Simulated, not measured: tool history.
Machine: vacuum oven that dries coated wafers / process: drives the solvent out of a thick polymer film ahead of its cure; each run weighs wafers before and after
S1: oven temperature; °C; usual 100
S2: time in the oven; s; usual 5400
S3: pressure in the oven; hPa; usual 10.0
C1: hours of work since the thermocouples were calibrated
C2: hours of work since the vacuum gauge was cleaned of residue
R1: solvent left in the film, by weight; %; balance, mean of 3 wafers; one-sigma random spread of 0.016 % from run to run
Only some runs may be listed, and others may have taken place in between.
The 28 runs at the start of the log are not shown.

Run 29, hour 454.1: usual settings but S1 87 °C, S2 6300 s, S3 8.2 hPa; C1 400; C2 794. Result: R1 2.68 %.
Run 30, hour 465.4: usual settings but S1 89 °C, S2 2880 s, S3 10.5 hPa; C1 407; C2 801. Result: R1 6.54 %.
Run 31, hour 483.2: usual settings but S1 89 °C, S2 2880 s, S3 10.5 hPa; C1 419; C2 813. Result: R1 6.56 %.
Run 32, hour 499.6: usual settings but S1 89 °C, S2 2880 s, S3 10.5 hPa; C1 429; C2 823. Result: R1 6.61 %.
Run 33, hour 518.8: usual settings but S2 4380 s; C1 442; C2 835. Result: R1 1.98 %.
Run 34, hour 537.4: usual settings but S1 103 °C, S2 4380 s; C1 454; C2 847. Result: R1 1.54 %.
Run 35, hour 548.3: usual settings but S1 106 °C, S2 4680 s, S3 9.1 hPa; C1 461; C2 855. Result: R1 1.01 %.
Run 36, hour 571.1: usual settings but S1 114 °C, S2 7920 s, S3 7.3 hPa; C1 475; C2 869. Result: R1 0.20 %.
Run 37, hour 589.0: usual settings but S1 102 °C, S2 4980 s, S3 18.6 hPa; C1 487; C2 881. Result: R1 1.46 %.
Run 38, hour 610.1: usual settings but S1 108 °C, S2 2700 s, S3 7.6 hPa; C1 501; C2 894. Result: R1 2.64 %.
Run 39, hour 633.3: usual settings but S1 102 °C, S2 3300 s, S3 13.0 hPa; C1 515; C2 909. Result: R1 2.90 %.
Run 40, hour 645.5: usual settings but S1 105 °C, S2 4140 s, S3 13.0 hPa; C1 523; C2 917. Result: R1 1.51 %.

Consider 4 possible next runs. They are alternatives, not a sequence: every one starts from the tool as it was left by run 40. What does each give?
Run A, hour 660.4: usual settings but S2 3480 s, S3 19.5 hPa; C1 533; C2 927. Result: R1 ?.
Run B, hour 660.4: usual settings but S1 115 °C, S2 5580 s, S3 9.9 hPa; C1 533; C2 927. Result: R1 ?.
Run C, hour 660.4: usual settings but S2 7440 s, S3 14.6 hPa; C1 533; C2 927. Result: R1 ?.
Run D, hour 660.4: usual settings but S1 105 °C, S2 8220 s, S3 22.1 hPa; C1 533; C2 927. Result: R1 ?.

run    R1
  A  3.14
  B  0.30
  C  0.79
  D  0.63
Take away the tool's hidden state, keep each run's random variation, and the runs would have read:
run    R1
  A  2.96
  B  0.22
  C  0.65
  D  0.51

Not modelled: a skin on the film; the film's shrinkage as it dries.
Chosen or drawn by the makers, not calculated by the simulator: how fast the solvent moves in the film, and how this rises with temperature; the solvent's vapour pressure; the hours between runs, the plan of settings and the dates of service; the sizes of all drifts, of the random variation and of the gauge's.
